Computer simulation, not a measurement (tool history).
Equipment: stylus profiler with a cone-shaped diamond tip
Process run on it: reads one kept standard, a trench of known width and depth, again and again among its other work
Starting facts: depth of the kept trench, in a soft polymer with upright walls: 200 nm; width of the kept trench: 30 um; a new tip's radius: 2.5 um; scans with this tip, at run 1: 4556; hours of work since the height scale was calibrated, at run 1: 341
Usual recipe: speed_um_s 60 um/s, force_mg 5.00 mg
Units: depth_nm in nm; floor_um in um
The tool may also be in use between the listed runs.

run	hour	speed_um_s	force_mg	scans with this tip	hours of work since the height scale was calibrated	depth_nm	floor_um
1	0.0	60	5.00	4556	341	203.98	27.84
2	113.1	60	5.00	5458	409	204.06	27.77
3	201.8	60	2.92	6166	462	202.75	27.75
4	253.3	60	2.92	6577	493	202.96	27.70
5	338.7	33	5.00	7258	543	203.78	27.91
6	419.5	33	5.00	7903	592	203.94	27.92
7	491.4	33	5.00	8476	635	204.20	27.90
8	588.7	128	5.00	9252	693	203.83	27.53
9	694.5	45	5.00	10096	756	204.14	27.89
10	799.0	45	5.00	10930	818	203.87	27.80
11	914.1	60	5.00	11848	887	204.07	27.81
12	1032.2	60	3.60	12790	958	203.28	27.78
13	1118.0	60	5.00	13475	1009	204.13	27.73
14	1186.3	60	7.23	14020	1050	204.95	27.78
15	1235.7	60	5.24	14414	1079	204.07	27.79
16	1308.0	60	5.24	14991	1123	204.16	27.84
17	1367.9	60	2.50	15468	1158	202.56	27.67
18	1483.2	136	2.50	16388	1227	202.43	27.22
19	1573.3	151	5.00	17107	1281	203.97	27.47
20	1686.5	151	5.00	18010	1349	203.97	27.46
21	1739.8	151	5.00	18436	1380	204.00	27.46
22	1816.9	151	5.00	19051	1427	203.82	27.44
23	1926.0	37	6.71	19921	1492	204.79	27.87
24	2030.3	37	6.71	20753	1554	204.82	27.93
25	2127.7	24	2.86	21530	1612	202.73	27.87
26	2186.1	24	2.87	21996	1647	202.80	27.88
27	2239.9	60	11.07	22425	1679	206.90	27.88
28	2352.6	60	11.07	23324	1746	206.85	27.87
29	2424.8	60	11.07	23900	1790	206.85	27.87
30	2497.3	15	13.98	24479	1833	207.86	27.97
31	2572.4	23	5.02	25077	1878	204.08	27.93
# hour 2633.2: new tip fitted, height scale calibrated
32	2687.0	130	6.49	429	32	204.57	27.61
33	2775.5	77	2.41	1134	85	202.65	27.60
34	2891.6	24	13.73	2061	154	207.96	27.97
35	3006.9	24	13.73	2981	223	207.76	28.00
36	3082.0	36	3.16	3580	268	202.86	27.87

Run 37 is up next; what results do you expect?
37	3176.0	19	2.46	4330	324	?	?

depth_nm: 202.50 nm
floor_um: 27.92 um
On a tool with no hidden condition, and with the same random variation, this run would have come out at depth_nm 202.49 nm, floor_um 27.92 um.

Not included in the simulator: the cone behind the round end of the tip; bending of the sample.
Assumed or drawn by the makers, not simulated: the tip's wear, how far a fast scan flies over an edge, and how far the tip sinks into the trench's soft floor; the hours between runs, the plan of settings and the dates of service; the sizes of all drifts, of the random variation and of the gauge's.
